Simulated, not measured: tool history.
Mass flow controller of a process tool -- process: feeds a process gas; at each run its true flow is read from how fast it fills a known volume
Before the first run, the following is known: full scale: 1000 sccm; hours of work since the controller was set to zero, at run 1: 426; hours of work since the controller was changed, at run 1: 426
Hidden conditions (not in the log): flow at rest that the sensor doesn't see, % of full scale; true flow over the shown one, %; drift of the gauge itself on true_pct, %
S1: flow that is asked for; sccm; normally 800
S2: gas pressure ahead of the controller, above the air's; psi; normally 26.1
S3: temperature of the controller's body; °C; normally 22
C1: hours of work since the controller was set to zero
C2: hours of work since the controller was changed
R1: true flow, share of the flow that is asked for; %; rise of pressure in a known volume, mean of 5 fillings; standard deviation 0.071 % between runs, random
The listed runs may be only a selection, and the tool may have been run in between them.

{"run": 1, "hour": 0.0, "S1": 800, "S2": 26.1, "S3": 22, "C1": 426, "C2": 426, "R1": 100.01}
{"run": 2, "hour": 194.0, "S1": 800, "S2": 26.1, "S3": 22, "C1": 500, "C2": 500, "R1": 99.89}
{"run": 3, "hour": 352.5, "S1": 800, "S2": 26.1, "S3": 22, "C1": 562, "C2": 562, "R1": 100.08}
{"run": 4, "hour": 499.8, "S1": 800, "S2": 26.1, "S3": 22, "C1": 618, "C2": 618, "R1": 99.99}
{"run": 5, "hour": 662.1, "S1": 526, "S2": 26.1, "S3": 22, "C1": 681, "C2": 681, "R1": 99.45}
{"run": 6, "hour": 795.1, "S1": 526, "S2": 26.1, "S3": 22, "C1": 732, "C2": 732, "R1": 99.47}
{"run": 7, "hour": 992.5, "S1": 526, "S2": 26.1, "S3": 22, "C1": 808, "C2": 808, "R1": 99.58}
{"run": 8, "hour": 1186.9, "S1": 800, "S2": 34.4, "S3": 22, "C1": 883, "C2": 883, "R1": 100}
{"run": 9, "hour": 1281.6, "S1": 800, "S2": 26.1, "S3": 32, "C1": 920, "C2": 920, "R1": 99.78}
{"run": 10, "hour": 1456.3, "S1": 800, "S2": 26.1, "S3": 26, "C1": 987, "C2": 987, "R1": 100.07}
{"run": 11, "hour": 1615.4, "S1": 800, "S2": 26.1, "S3": 38, "C1": 1048, "C2": 1048, "R1": 99.55}
{"run": 12, "hour": 1696.6, "S1": 800, "S2": 26.1, "S3": 38, "C1": 1080, "C2": 1080, "R1": 99.52}
{"run": 13, "hour": 1892.1, "S1": 800, "S2": 26.1, "S3": 22, "C1": 1155, "C2": 1155, "R1": 100.12}
{"run": 14, "hour": 2059.8, "S1": 800, "S2": 26.1, "S3": 22, "C1": 1220, "C2": 1220, "R1": 100.06}
{"run": 15, "hour": 2175.9, "S1": 800, "S2": 26.1, "S3": 22, "C1": 1264, "C2": 1264, "R1": 100.04}
{"run": 16, "hour": 2367.7, "S1": 800, "S2": 26.1, "S3": 22, "C1": 1338, "C2": 1338, "R1": 100.24}
{"run": 17, "hour": 2486.7, "S1": 800, "S2": 26.1, "S3": 22, "C1": 1384, "C2": 1384, "R1": 100.12}
{"run": 18, "hour": 2598.4, "S1": 800, "S2": 26.1, "S3": 22, "C1": 1427, "C2": 1427, "R1": 100.3}
{"run": 19, "hour": 2715.4, "S1": 800, "S2": 26.1, "S3": 22, "C1": 1472, "C2": 1472, "R1": 100.2}
{"run": 20, "hour": 2799.0, "S1": 800, "S2": 26.1, "S3": 24, "C1": 1505, "C2": 1505, "R1": 100.29}
{"run": 21, "hour": 2934.8, "S1": 111, "S2": 26.1, "S3": 22, "C1": 1557, "C2": 1557, "R1": 99.88}
{"run": 22, "hour": 3069.8, "S1": 111, "S2": 31.3, "S3": 22, "C1": 1609, "C2": 1609, "R1": 100.01}
{"run": 23, "hour": 3252.1, "S1": 427, "S2": 26.1, "S3": 27, "C1": 1679, "C2": 1679, "R1": 99.72}
{"run": 24, "hour": 3371.1, "S1": 427, "S2": 29.2, "S3": 30, "C1": 1725, "C2": 1725, "R1": 99.54}
{"run": 25, "hour": 3542.0, "S1": 181, "S2": 29.4, "S3": 21, "C1": 1791, "C2": 1791, "R1": 99.89}
{"run": 26, "hour": 3663.3, "S1": 181, "S2": 29.4, "S3": 21, "C1": 1838, "C2": 1838, "R1": 99.92}
{"run": 27, "hour": 3862.4, "S1": 175, "S2": 26.1, "S3": 21, "C1": 1915, "C2": 1915, "R1": 99.85}
{"run": 28, "hour": 4004.2, "S1": 582, "S2": 26.1, "S3": 31, "C1": 1969, "C2": 1969, "R1": 99.82}
{"run": 29, "hour": 4088.0, "S1": 582, "S2": 26.1, "S3": 31, "C1": 2002, "C2": 2002, "R1": 99.92}
{"run": 30, "hour": 4254.5, "S1": 582, "S2": 26.1, "S3": 31, "C1": 2066, "C2": 2066, "R1": 99.78}
{"run": 31, "hour": 4423.4, "S1": 582, "S2": 26.1, "S3": 31, "C1": 2131, "C2": 2131, "R1": 99.82}
{"run": 32, "hour": 4568.7, "S1": 756, "S2": 30, "S3": 29, "C1": 2187, "C2": 2187, "R1": 100.13}
{"run": 33, "hour": 4734.3, "S1": 756, "S2": 30, "S3": 29, "C1": 2251, "C2": 2251, "R1": 100.17}
{"run": 34, "hour": 4850.5, "S1": 756, "S2": 30, "S3": 29, "C1": 2295, "C2": 2295, "R1": 100.21}
{"run": 35, "hour": 4949.1, "S1": 800, "S2": 26.3, "S3": 33, "C1": 2333, "C2": 2333, "R1": 100.08}
{"run": 36, "hour": 5043.7, "S1": 625, "S2": 31.8, "S3": 23, "C1": 2370, "C2": 2370, "R1": 100.31}
{"run": 37, "hour": 5154.4, "S1": 985, "S2": 26.1, "S3": 30, "C1": 2413, "C2": 2413, "R1": 100.56}
{"run": 38, "hour": 5262.7, "S1": 800, "S2": 35, "S3": 22, "C1": 2454, "C2": 2454, "R1": 100.55}
{"run": 39, "hour": 5374.1, "S1": 379, "S2": 21.9, "S3": 22, "C1": 2497, "C2": 2497, "R1": 100.28}
{"run": 40, "hour": 5557.9, "S1": 746, "S2": 29.9, "S3": 22, "C1": 2568, "C2": 2568, "R1": 100.57}
{"run": 41, "hour": 5650.9, "S1": 180, "S2": 32.5, "S3": 25, "C1": 2604, "C2": 2604, "R1": 100.12}
{"run": 42, "hour": 5813.6, "S1": 386, "S2": 25.5, "S3": 24, "C1": 2667, "C2": 2667, "R1": 100.13}

Some steps in R1 between neighbouring runs. How much of each would the tool show without its hidden state too (settings, what came in, random variation), and how much is left for the hidden state, with any gauge scatter that isn't in both results?
Run 4 -> 5: S1 800 -> 526. R1 -0.54 %: hidden state +0.05, all else -0.59.
Run 10 -> 11: S3 26 -> 38. R1 -0.52 %: hidden state +0.01, all else -0.53.
Run 12 -> 13: S3 38 -> 22. R1 +0.6 %: hidden state +0.03, all else +0.57.
Run 20 -> 21: S1 800 -> 111, S3 24 -> 22. R1 -0.41 %: hidden state +0.7, all else -1.11.
Run 22 -> 23: S1 111 -> 427, S2 31.3 -> 26.1, S3 22 -> 27. R1 -0.29 %: hidden state -0.58, all else +0.29.
Run 40 -> 41: S1 746 -> 180, S2 29.9 -> 32.5, S3 22 -> 25. R1 -0.45 %: hidden state +0.63, all else -1.08.
